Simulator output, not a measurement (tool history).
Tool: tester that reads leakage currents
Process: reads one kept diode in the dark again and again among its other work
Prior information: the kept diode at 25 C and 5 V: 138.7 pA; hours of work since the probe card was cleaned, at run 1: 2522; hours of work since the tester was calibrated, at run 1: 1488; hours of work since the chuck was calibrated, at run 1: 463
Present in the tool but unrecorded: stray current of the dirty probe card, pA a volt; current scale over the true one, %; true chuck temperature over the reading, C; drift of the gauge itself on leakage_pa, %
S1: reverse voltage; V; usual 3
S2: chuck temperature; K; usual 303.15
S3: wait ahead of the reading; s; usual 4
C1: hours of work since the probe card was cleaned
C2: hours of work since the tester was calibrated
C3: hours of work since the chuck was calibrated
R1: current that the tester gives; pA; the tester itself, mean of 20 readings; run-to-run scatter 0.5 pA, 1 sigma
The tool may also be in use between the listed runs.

Run 1, hour 0: usual settings; C1 2522; C2 1488; C3 463. Result: R1 165.54 pA.
Run 2, hour 205.5: usual settings but S1 1.37 V; C1 2623; C2 1589; C3 564. Result: R1 118.85 pA.
Run 3, hour 362.2: usual settings; C1 2700; C2 1666; C3 641. Result: R1 165.75 pA.
Run 4, hour 575.4: usual settings but S3 2.78 s; C1 2805; C2 1771; C3 746. Result: R1 165.03 pA.
Run 5, hour 781.8: usual settings but S1 19.79 V; C1 2907; C2 1873; C3 848. Result: R1 364.02 pA.
At hour 834.9: probe card cleaned and baked.
Run 6, hour 953.7: usual settings but S1 19.79 V; C1 59; C2 1956; C3 931. Result: R1 364.29 pA.
Run 7, hour 1052.1: usual settings but S2 320.15 K; C1 107; C2 2004; C3 979. Result: R1 568.2 pA.
Run 8, hour 1208.7: usual settings but S1 8.2 V; C1 184; C2 2081; C3 1057. Result: R1 250.52 pA.
Run 9, hour 1416.6: usual settings but S1 8.2 V; C1 286; C2 2184; C3 1159. Result: R1 252.96 pA.
Run 10, hour 1595.7: usual settings but S1 8.2 V; C1 375; C2 2272; C3 1247. Result: R1 252.2 pA.
Run 11, hour 1805.1: usual settings but S1 8.2 V, S3 2.26 s; C1 478; C2 2375; C3 1350. Result: R1 253.44 pA.
Run 12, hour 2010.8: usual settings but S1 8.2 V, S3 2.26 s; C1 579; C2 2476; C3 1452. Result: R1 253.15 pA.
Run 13, hour 2174.5: usual settings but S1 19.04 V, S3 2.76 s; C1 660; C2 2557; C3 1532. Result: R1 358.92 pA.
At hour 2334.8: chuck's temperature calibrated.
Run 14, hour 2347.2: usual settings but S2 301.15 K; C1 744; C2 2641; C3 6. Result: R1 142.22 pA.
Run 15, hour 2445.9: usual settings but S2 298.15 K; C1 792; C2 2690; C3 55. Result: R1 112.85 pA.
Run 16, hour 2670.3: usual settings but S1 3.13 V, S2 295.15 K, S3 0.41 s; C1 903; C2 2800; C3 165. Result: R1 91.21 pA.
Run 17, hour 2806.7: usual settings but S2 332.15 K, S3 1.63 s; C1 970; C2 2867; C3 232. Result: R1 1257.03 pA.
Run 18, hour 2945.5: usual settings but S1 3.48 V, S2 332.15 K, S3 4.83 s; C1 1038; C2 2936; C3 301. Result: R1 1335.21 pA.
Run 19, hour 3092.2: usual settings but S1 3.48 V, S2 332.15 K, S3 4.83 s; C1 1111; C2 3008; C3 373. Result: R1 1337.86 pA.
Run 20, hour 3277.8: usual settings but S1 3.48 V, S2 332.15 K, S3 4.83 s; C1 1202; C2 3099; C3 464. Result: R1 1340.54 pA.
Run 21, hour 3450: usual settings but S3 2.89 s; C1 1287; C2 3184; C3 549. Result: R1 166.14 pA.
Run 22, hour 3577: usual settings but S3 2.89 s; C1 1349; C2 3247; C3 612. Result: R1 165.87 pA.

Consider 3 possible next runs. They are alternatives, not a sequence: every one starts from the tool as it was left by run 22. What does each give?
Run A, hour 3726.6: usual settings but S1 10.37 V, S2 313.15 K, S3 8.39 s; C1 1423; C2 3320; C3 685. Result: R1 ?.
Run B, hour 3726.6: usual settings but S1 2.62 V; C1 1423; C2 3320; C3 685. Result: R1 ?.
Run C, hour 3726.6: usual settings but S1 1.32 V, S2 297.15 K, S3 0.65 s; C1 1423; C2 3320; C3 685. Result: R1 ?.

run      R1
  A  584.01
  B  155.94
  C   73.42
With no hidden state in the tool, these same runs would have given:
run      R1
  A  584.42
  B  156.06
  C   73.47
